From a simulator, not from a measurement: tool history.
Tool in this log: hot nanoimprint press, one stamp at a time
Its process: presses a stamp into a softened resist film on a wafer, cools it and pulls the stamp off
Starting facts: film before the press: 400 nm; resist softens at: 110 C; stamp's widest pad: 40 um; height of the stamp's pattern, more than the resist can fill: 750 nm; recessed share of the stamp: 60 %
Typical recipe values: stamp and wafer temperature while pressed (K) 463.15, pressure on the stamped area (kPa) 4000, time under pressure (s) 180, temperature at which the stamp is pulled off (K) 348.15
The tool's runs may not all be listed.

| run | day | stamp and wafer temperature while pressed (K) | pressure on the stamped area (kPa) | time under pressure (s) | temperature at which the stamp is pulled off (K) | resist left under the stamp's widest pad (Å) | greatest force while the stamp is pulled off (N) |
|---|---|---|---|---|---|---|---|
| 1 | 0.000 | 463.15 | 4000 | 180 | 348.15 | 2087 | 142 |
| 2 | 0.333 | 463.15 | 4000 | 180 | 348.15 | 2089 | 138 |
| 3 | 0.708 | 463.15 | 4000 | 180 | 348.15 | 2091 | 138 |
| 4 | 1.058 | 463.15 | 4000 | 174 | 348.15 | 2116 | 143 |
| 5 | 1.308 | 463.15 | 2530 | 180 | 348.15 | 2456 | 140 |
| 6 | 1.658 | 463.15 | 2530 | 180 | 348.15 | 2451 | 137 |
| 7 | 1.879 | 463.15 | 2530 | 180 | 348.15 | 2454 | 139 |
| 8 | 2.100 | 463.15 | 2530 | 180 | 348.15 | 2455 | 135 |
|  | 2.433 | plate thermocouple calibrated |
| 9 | 2.625 | 463.15 | 2530 | 180 | 348.15 | 2450 | 139 |
| 10 | 2.917 | 463.15 | 2530 | 180 | 348.15 | 2453 | 135 |
| 11 | 3.133 | 463.15 | 2530 | 180 | 355.15 | 2458 | 131 |
| 12 | 3.375 | 456.15 | 4000 | 180 | 348.15 | 2682 | 139 |
| 13 | 3.721 | 463.15 | 4000 | 180 | 348.15 | 2090 | 138 |
| 14 | 3.992 | 463.15 | 4000 | 180 | 348.15 | 2088 | 141 |
| 15 | 4.188 | 463.15 | 4000 | 180 | 348.15 | 2091 | 135 |
| 16 | 4.442 | 463.15 | 4000 | 180 | 348.15 | 2097 | 139 |
| 17 | 4.717 | 463.15 | 4000 | 180 | 348.15 | 2097 | 136 |
|  | 5.379 | stamp cleaned and given a new release coat |
| 18 | 5.383 | 463.15 | 4000 | 180 | 348.15 | 2092 | 135 |
| 19 | 5.767 | 463.15 | 4000 | 310 | 348.15 | 1703 | 140 |
| 20 | 6.204 | 463.15 | 4000 | 310 | 348.15 | 1704 | 137 |
| 21 | 6.438 | 463.15 | 4000 | 310 | 348.15 | 1701 | 142 |
| 22 | 6.767 | 466.15 | 4000 | 310 | 348.15 | 1498 | 138 |
| 23 | 7.062 | 466.15 | 4000 | 310 | 348.15 | 1499 | 134 |
| 24 | 7.308 | 463.15 | 3680 | 145 | 348.15 | 2325 | 144 |
| 25 | 7.600 | 463.15 | 4000 | 180 | 339.15 | 2101 | 151 |
| 26 | 7.867 | 463.15 | 6340 | 180 | 337.15 | 1744 | 152 |
| 27 | 8.204 | 463.15 | 4820 | 92 | 349.15 | 2470 | 139 |
| 28 | 8.379 | 463.15 | 4000 | 191 | 348.15 | 2054 | 140 |
| 29 | 8.571 | 463.15 | 4000 | 191 | 348.15 | 2052 | 139 |

Each row is a separate what-if for the run after 29, all from the same tool condition, not one after another. Results?
| A | 8.904 | 455.15 | 4000 | 191 | 339.15 | ? | ? |
| B | 8.904 | 463.15 | 4000 | 239 | 348.15 | ? | ? |
| C | 8.904 | 463.15 | 2690 | 102 | 337.15 | ? | ? |
| D | 8.904 | 462.15 | 3710 | 180 | 356.15 | ? | ? |
| E | 8.904 | 463.15 | 4000 | 234 | 348.15 | ? | ? |

| run | resist left under the stamp's widest pad (Å) | greatest force while the stamp is pulled off (N) |
|---|---|---|
| A | 2735 | 146 |
| B | 1887 | 141 |
| C | 2836 | 155 |
| D | 2236 | 134 |
| E | 1903 | 144 |
Without the tool's hidden state the same runs would have given:
| run | resist left under the stamp's widest pad (Å) | greatest force while the stamp is pulled off (N) |
|---|---|---|
| A | 2720 | 145 |
| B | 1877 | 141 |
| C | 2821 | 155 |
| D | 2224 | 134 |
| E | 1893 | 144 |
